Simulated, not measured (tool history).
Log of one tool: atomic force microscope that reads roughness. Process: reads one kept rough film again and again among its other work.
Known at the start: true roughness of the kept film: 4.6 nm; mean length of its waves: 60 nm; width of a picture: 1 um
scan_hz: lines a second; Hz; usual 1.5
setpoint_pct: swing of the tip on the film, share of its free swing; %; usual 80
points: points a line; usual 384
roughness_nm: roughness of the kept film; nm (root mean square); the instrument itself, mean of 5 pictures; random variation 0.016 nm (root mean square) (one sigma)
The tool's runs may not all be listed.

run	hour	scan_hz	setpoint_pct	points	roughness_nm
1	0	1.5	80	384	4.076
2	22	1.5	80	384	3.99
3	42.2	1.5	80	384	3.978
4	57.8	1.5	80	291	3.969
5	70.1	1.5	80	384	3.933
# hour 78.7: new tip fitted
6	93.2	1.5	80	384	4.199
7	108.5	1.5	80	384	4.192
8	124.3	1.5	80	384	4.154
9	148.6	1.5	80	269	4.116
10	163.4	0.68	80	384	4.178
11	175.8	0.68	80	384	4.172
12	196.6	0.82	80	384	4.114
13	214.8	0.82	80	554	4.065
14	229.9	1.5	80	384	3.948
# hour 232.1: new tip fitted
15	257.3	1.5	80	384	4.201
16	279.6	1.5	86	384	4.105
17	302	1.5	86	384	4.055
18	318.3	1.5	84	384	4.06
19	335.1	1.5	84	384	3.983
20	362.1	1.5	80	384	3.988
21	379.7	1.5	80	384	3.967
# hour 386.9: new tip fitted
22	405.3	1.5	80	384	4.23
23	425.9	1.5	80	384	4.188
24	439.9	1.5	80	384	4.143
25	453	1.5	80	929	4.126
26	473.8	1.5	80	929	4.113
27	497.7	1.5	80	929	4.012
28	514.4	0.6	80	384	4.129
29	530	1.04	87	339	3.99
# hour 541.2: new tip fitted
30	546.9	1.04	87	339	4.254
31	575.5	1.22	63	268	4.278
32	590.1	1.22	63	268	4.25
33	613.2	1.22	63	268	4.245
34	628.1	1.22	63	268	4.176
35	652.7	1.22	63	268	4.16
36	681.5	0.51	89	759	4.078
# hour 696: new tip fitted
37	706.7	1.07	80	384	4.283
38	726.3	1.07	80	419	4.24
39	754.9	1.07	80	419	4.19
40	781.2	1.07	80	419	4.134
41	807.1	1.14	68	424	4.163
42	824.3	1.14	68	424	4.115
# hour 849.3: new tip fitted
43	849.3	2.4	90	321	3.958
44	867.1	1.27	59	284	4.333
45	885.4	1.27	59	284	4.305
46	899.4	1.27	68	325	4.264
47	922	1.79	71	384	4.173
48	947.5	1.84	56	397	4.196
49	960.1	0.58	80	1002	4.19
50	981.9	1.5	76	757	4.049
# hour 1004.1: new tip fitted
51	1004.1	1.5	76	757	4.287
52	1023.4	1.71	85	384	4.142
53	1049	3	85	384	3.907

Forecast each of these 3 alternatives for the next run:
A	1074	0.87	71	345	?
B	1074	2.5	80	384	?
C	1074	1.09	85	384	?

run	roughness_nm
A	4.256
B	4.02
C	4.119
Without the tool's hidden state the same runs would have given:
run	roughness_nm
A	4.365
B	4.122
C	4.225
